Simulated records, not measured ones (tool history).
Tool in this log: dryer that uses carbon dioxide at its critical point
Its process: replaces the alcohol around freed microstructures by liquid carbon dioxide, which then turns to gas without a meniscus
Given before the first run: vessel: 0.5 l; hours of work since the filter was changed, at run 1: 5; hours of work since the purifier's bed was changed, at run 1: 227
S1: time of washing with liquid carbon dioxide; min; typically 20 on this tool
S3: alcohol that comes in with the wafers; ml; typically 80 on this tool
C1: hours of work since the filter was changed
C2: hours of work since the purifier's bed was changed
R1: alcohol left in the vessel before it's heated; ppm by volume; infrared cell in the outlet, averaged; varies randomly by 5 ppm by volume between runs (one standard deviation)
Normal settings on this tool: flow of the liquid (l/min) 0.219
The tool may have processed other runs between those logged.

{"run": 1, "day": 0.0, "S1": 20, "flow of the liquid (l/min)": 0.219, "S3": 80, "C1": 5, "C2": 227, "R1": 53}
{"run": 2, "day": 0.367, "S1": 20, "flow of the liquid (l/min)": 0.219, "S3": 80, "C1": 9, "C2": 231, "R1": 69}
{"run": 3, "day": 0.842, "S1": 12, "flow of the liquid (l/min)": 0.219, "S3": 80, "C1": 15, "C2": 237, "R1": 953}
{"run": 4, "day": 1.208, "S1": 20, "flow of the liquid (l/min)": 0.219, "S3": 80, "C1": 19, "C2": 241, "R1": 76}
{"run": 5, "day": 1.417, "S1": 20, "flow of the liquid (l/min)": 0.339, "S3": 80, "C1": 22, "C2": 243, "R1": 40}
{"run": 6, "day": 1.875, "S1": 12, "flow of the liquid (l/min)": 0.339, "S3": 80, "C1": 27, "C2": 249, "R1": 85}
{"run": 7, "day": 2.196, "S1": 12, "flow of the liquid (l/min)": 0.339, "S3": 80, "C1": 31, "C2": 252, "R1": 94}
{"run": 8, "day": 2.462, "S1": 12, "flow of the liquid (l/min)": 0.339, "S3": 80, "C1": 34, "C2": 256, "R1": 97}
{"run": 9, "day": 2.875, "S1": 12, "flow of the liquid (l/min)": 0.339, "S3": 80, "C1": 39, "C2": 260, "R1": 79}
{"run": 10, "day": 3.275, "S1": 12, "flow of the liquid (l/min)": 0.339, "S3": 80, "C1": 43, "C2": 265, "R1": 95}
{"run": 11, "day": 3.562, "S1": 28, "flow of the liquid (l/min)": 0.219, "S3": 80, "C1": 47, "C2": 268, "R1": 56}
{"run": 12, "day": 3.767, "S1": 20, "flow of the liquid (l/min)": 0.219, "S3": 80, "C1": 49, "C2": 271, "R1": 81}
{"run": 13, "day": 4.067, "S1": 20, "flow of the liquid (l/min)": 0.219, "S3": 80, "C1": 53, "C2": 274, "R1": 87}
{"run": 14, "day": 4.554, "S1": 20, "flow of the liquid (l/min)": 0.219, "S3": 80, "C1": 58, "C2": 280, "R1": 87}
{"run": 15, "day": 4.829, "S1": 15, "flow of the liquid (l/min)": 0.219, "S3": 80, "C1": 61, "C2": 283, "R1": 330}
{"run": 16, "day": 5.138, "S1": 20, "flow of the liquid (l/min)": 0.197, "S3": 80, "C1": 65, "C2": 287, "R1": 141}
{"run": 17, "day": 5.467, "S1": 20, "flow of the liquid (l/min)": 0.197, "S3": 80, "C1": 69, "C2": 291, "R1": 144}
{"run": 18, "day": 5.738, "S1": 20, "flow of the liquid (l/min)": 0.219, "S3": 22, "C1": 72, "C2": 294, "R1": 63}
{"run": 19, "day": 5.988, "S1": 20, "flow of the liquid (l/min)": 0.219, "S3": 22, "C1": 75, "C2": 297, "R1": 60}
{"run": 20, "day": 6.321, "S1": 20, "flow of the liquid (l/min)": 0.219, "S3": 22, "C1": 79, "C2": 301, "R1": 68}
{"run": 21, "day": 6.767, "S1": 20, "flow of the liquid (l/min)": 0.219, "S3": 22, "C1": 84, "C2": 306, "R1": 74}
{"run": 22, "day": 7.117, "S1": 20, "flow of the liquid (l/min)": 0.219, "S3": 75, "C1": 88, "C2": 310, "R1": 80}
{"run": 23, "day": 7.504, "S1": 20, "flow of the liquid (l/min)": 0.219, "S3": 75, "C1": 93, "C2": 315, "R1": 91}
{"run": 24, "day": 7.767, "S1": 17, "flow of the liquid (l/min)": 0.267, "S3": 29, "C1": 96, "C2": 318, "R1": 60}
{"run": 25, "day": 8.004, "S1": 14, "flow of the liquid (l/min)": 0.216, "S3": 36, "C1": 99, "C2": 320, "R1": 284}
{"run": 26, "day": 8.467, "S1": 19, "flow of the liquid (l/min)": 0.157, "S3": 44, "C1": 104, "C2": 326, "R1": 403}
{"run": 27, "day": 8.758, "S1": 17, "flow of the liquid (l/min)": 0.253, "S3": 36, "C1": 108, "C2": 329, "R1": 70}
{"run": 28, "day": 9.038, "S1": 15, "flow of the liquid (l/min)": 0.245, "S3": 28, "C1": 111, "C2": 333, "R1": 111}
{"run": 29, "day": 9.454, "S1": 15, "flow of the liquid (l/min)": 0.245, "S3": 28, "C1": 116, "C2": 337, "R1": 102}
{"run": 30, "day": 9.671, "S1": 15, "flow of the liquid (l/min)": 0.245, "S3": 28, "C1": 118, "C2": 340, "R1": 107}
{"run": 31, "day": 9.933, "S1": 19, "flow of the liquid (l/min)": 0.161, "S3": 46, "C1": 121, "C2": 343, "R1": 401}
{"run": 32, "day": 10.192, "S1": 15, "flow of the liquid (l/min)": 0.317, "S3": 68, "C1": 124, "C2": 346, "R1": 79}
{"run": 33, "day": 10.504, "S1": 32, "flow of the liquid (l/min)": 0.219, "S3": 83, "C1": 128, "C2": 350, "R1": 70}
{"run": 34, "day": 10.833, "S1": 20, "flow of the liquid (l/min)": 0.219, "S3": 78, "C1": 132, "C2": 354, "R1": 93}
{"run": 35, "day": 11.038, "S1": 22, "flow of the liquid (l/min)": 0.215, "S3": 57, "C1": 134, "C2": 356, "R1": 83}
{"run": 36, "day": 11.354, "S1": 22, "flow of the liquid (l/min)": 0.215, "S3": 57, "C1": 138, "C2": 360, "R1": 78}
{"run": 37, "day": 11.692, "S1": 22, "flow of the liquid (l/min)": 0.215, "S3": 57, "C1": 142, "C2": 364, "R1": 81}
{"run": 38, "day": 11.988, "S1": 22, "flow of the liquid (l/min)": 0.215, "S3": 57, "C1": 145, "C2": 367, "R1": 78}
{"run": 39, "day": 12.35, "S1": 20, "flow of the liquid (l/min)": 0.219, "S3": 40, "C1": 150, "C2": 371, "R1": 86}
{"run": 40, "day": 12.604, "S1": 14, "flow of the liquid (l/min)": 0.246, "S3": 71, "C1": 153, "C2": 374, "R1": 276}
{"run": 41, "day": 12.954, "S1": 30, "flow of the liquid (l/min)": 0.219, "S3": 72, "C1": 157, "C2": 378, "R1": 72}
{"day": 13.304, "done": "inlet filter changed"}
{"run": 42, "day": 13.483, "S1": 23, "flow of the liquid (l/min)": 0.219, "S3": 32, "C1": 2, "C2": 384, "R1": 67}
{"run": 43, "day": 13.8, "S1": 23, "flow of the liquid (l/min)": 0.219, "S3": 65, "C1": 6, "C2": 388, "R1": 73}

4 ways to go on from here, each from the tool as it stands after run 43. What would each give?
{"run": "A", "day": 14.142, "S1": 13, "flow of the liquid (l/min)": 0.219, "S3": 105, "C1": 10, "C2": 392, "R1": "?"}
{"run": "B", "day": 14.142, "S1": 15, "flow of the liquid (l/min)": 0.219, "S3": 65, "C1": 10, "C2": 392, "R1": "?"}
{"run": "C", "day": 14.142, "S1": 20, "flow of the liquid (l/min)": 0.219, "S3": 103, "C1": 10, "C2": 392, "R1": "?"}
{"run": "D", "day": 14.142, "S1": 20, "flow of the liquid (l/min)": 0.219, "S3": 82, "C1": 10, "C2": 392, "R1": "?"}

run=A R1=845
run=B R1=260
run=C R1=107
run=D R1=96
Without the tool's unlogged condition, the same runs would have read:
run=A R1=766
run=B R1=194
run=C R1=43
run=D R1=35
